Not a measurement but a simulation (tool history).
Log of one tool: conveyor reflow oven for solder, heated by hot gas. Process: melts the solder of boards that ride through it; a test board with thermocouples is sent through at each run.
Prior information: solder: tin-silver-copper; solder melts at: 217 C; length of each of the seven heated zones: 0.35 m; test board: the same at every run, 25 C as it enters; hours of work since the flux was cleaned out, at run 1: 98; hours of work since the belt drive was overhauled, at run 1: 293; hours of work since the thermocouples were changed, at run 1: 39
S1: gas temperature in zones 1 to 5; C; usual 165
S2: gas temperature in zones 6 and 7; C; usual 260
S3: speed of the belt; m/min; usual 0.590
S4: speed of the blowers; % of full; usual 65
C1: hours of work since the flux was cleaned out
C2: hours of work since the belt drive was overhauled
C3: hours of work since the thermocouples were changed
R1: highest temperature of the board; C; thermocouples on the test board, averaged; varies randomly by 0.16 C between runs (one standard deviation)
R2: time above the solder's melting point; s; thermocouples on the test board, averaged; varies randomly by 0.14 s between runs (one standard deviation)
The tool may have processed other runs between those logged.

run   hour   S1   S2     S3  S4   C1   C2   C3     R1    R2
  1    0.0  165  260  0.590  65   98  293   39  246.9  48.0
  2   18.4  165  260  0.590  65  107  302   48  246.9  47.8
  3   37.6  165  260  0.590  65  116  311   57  246.9  47.9
  4   57.2  165  260  0.590  65  125  320   66  246.7  47.8
  5   78.9  165  260  0.590  65  135  330   76  247.0  47.7
  6   96.5  165  260  0.646  65  143  339   85  244.1  40.8
  7  120.3  165  260  0.646  65  154  350   96  244.1  40.6
  8  132.9  165  260  0.646  65  160  356  102  243.9  40.7
  9  163.8  170  260  0.590  65  175  370  116  247.3  49.6
 10  181.4  165  260  0.590  65  183  378  124  246.4  47.7
 11  194.7  165  260  0.590  65  189  385  131  246.4  47.4
 12  214.6  165  256  0.590  65  199  394  140  243.1  44.8
 13  242.3  165  256  0.590  65  211  407  153  242.7  44.6
     248.7  -- flux residue cleaned out of gas plates and filters
 14  275.2  165  254  0.676  67   12  420  166  237.1  32.6
 15  305.5  165  254  0.676  67   27  434  180  237.0  32.4
 16  327.9  151  254  0.512  67   37  445  191  243.1  49.2
 17  348.0  165  260  0.567  89   46  454  200  251.1  54.4
 18  361.6  165  260  0.572  84   53  460  206  250.2  52.8
 19  377.5  172  260  0.477  84   60  468  214  254.6  71.4
 20  400.5  152  271  0.489  81   71  479  225  262.9  67.9
     417.6  -- flux residue cleaned out of gas plates and filters, once more
 21  432.1  165  258  0.590  61    7  491  237  245.3  47.0
 22  458.2  161  264  0.573  58   19  503  249  250.2  50.9
 23  477.5  161  264  0.573  58   28  512  258  250.6  51.0

A few steps of R1 between consecutive runs. Split each: what settings, incoming material and random variation would produce without the hidden state, and what is left over for the hidden state, along with gauge scatter present in only one of the two compared results (measured, and without hidden state):
The hidden state here: heat that the gas passes to the board, % of a clean oven's; belt's true speed, % of the reading; true gas temperature in zones 6 and 7 over the reading, C; drift of the gauge itself on peak_c, C; drift of the gauge itself on liquid_s, %.
Run 18 -> 19: S1 165 -> 172, S3 0.572 -> 0.477. R1 +4.4 C: hidden state +0.6, all else +3.8.
Run 19 -> 20: S1 172 -> 152, S2 260 -> 271, S3 0.477 -> 0.489, S4 84 -> 81. R1 +8.3 C: hidden state -0.5, all else +8.8.
Run 20 -> 21: S1 152 -> 165, S2 271 -> 258, S3 0.489 -> 0.590, S4 81 -> 61, flux residue cleaned out of gas plates and filters, once more. R1 -17.6 C: hidden state +1.9, all else -19.5.
